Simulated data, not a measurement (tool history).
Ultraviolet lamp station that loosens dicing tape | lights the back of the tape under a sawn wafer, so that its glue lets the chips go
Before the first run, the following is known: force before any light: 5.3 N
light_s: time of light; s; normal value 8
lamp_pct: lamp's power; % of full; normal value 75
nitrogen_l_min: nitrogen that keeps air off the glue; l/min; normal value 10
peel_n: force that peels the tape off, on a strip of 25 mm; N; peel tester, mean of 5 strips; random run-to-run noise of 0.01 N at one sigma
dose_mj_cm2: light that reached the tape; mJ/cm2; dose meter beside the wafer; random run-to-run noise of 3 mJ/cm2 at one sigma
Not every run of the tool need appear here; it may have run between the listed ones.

| run | hour | light_s | lamp_pct | nitrogen_l_min | peel_n | dose_mj_cm2 |
|---|---|---|---|---|---|---|
| 1 | 0 | 8 | 75 | 10 | 0.596 | 380 |
| 2 | 6.2 | 5 | 75 | 10 | 1.281 | 238 |
| 3 | 13.7 | 8 | 89 | 10 | 0.429 | 453 |
| 4 | 21.8 | 8 | 89 | 10 | 0.427 | 452 |
| 5 | 28.5 | 8 | 89 | 10 | 0.445 | 443 |
| 6 | 36.2 | 6 | 75 | 10 | 0.988 | 280 |
| 7 | 43.9 | 6 | 75 | 10 | 0.97 | 279 |
|  | 45.7 | window cleaned of glue's vapour |
| 8 | 51.3 | 6 | 75 | 10 | 0.834 | 311 |
| 9 | 59.4 | 6 | 75 | 10 | 0.843 | 311 |
| 10 | 68.5 | 6 | 75 | 10 | 0.841 | 310 |
| 11 | 73.1 | 6 | 75 | 10 | 0.852 | 318 |
| 12 | 77.9 | 6 | 75 | 10 | 0.843 | 309 |
| 13 | 82.5 | 6 | 75 | 10 | 0.827 | 310 |
| 14 | 86.8 | 11 | 94 | 15 | 0.186 | 714 |
| 15 | 90.8 | 7 | 75 | 10 | 0.669 | 358 |
| 16 | 97.9 | 4 | 79 | 16 | 1.212 | 213 |
| 17 | 103.9 | 8 | 60 | 10 | 0.754 | 327 |
| 18 | 110.1 | 8 | 75 | 10 | 0.515 | 407 |
| 19 | 115.2 | 8 | 75 | 10 | 0.528 | 406 |
| 20 | 122.6 | 8 | 75 | 10 | 0.534 | 403 |
| 21 | 131.8 | 8 | 75 | 7 | 0.648 | 403 |
| 22 | 135.8 | 8 | 99 | 4 | 0.499 | 533 |
| 23 | 144.6 | 8 | 99 | 4 | 0.499 | 533 |
| 24 | 153.3 | 8 | 94 | 4 | 0.56 | 503 |

4 options for the next run, each taken on its own from the tool as it stands now. Forecast them:
| A | 158.3 | 4 | 74 | 9 | ? | ? |
| B | 158.3 | 8 | 91 | 13 | ? | ? |
| C | 158.3 | 6 | 83 | 4 | ? | ? |
| D | 158.3 | 7 | 68 | 14 | ? | ? |

| run | peel_n | dose_mj_cm2 |
|---|---|---|
| A | 1.617 | 194 |
| B | 0.344 | 480 |
| C | 1.111 | 331 |
| D | 0.722 | 316 |
Stripped of hidden state, with their random variation kept, the same runs would have yielded:
| run | peel_n | dose_mj_cm2 |
|---|---|---|
| A | 1.449 | 214 |
| B | 0.29 | 527 |
| C | 0.966 | 364 |
| D | 0.61 | 346 |
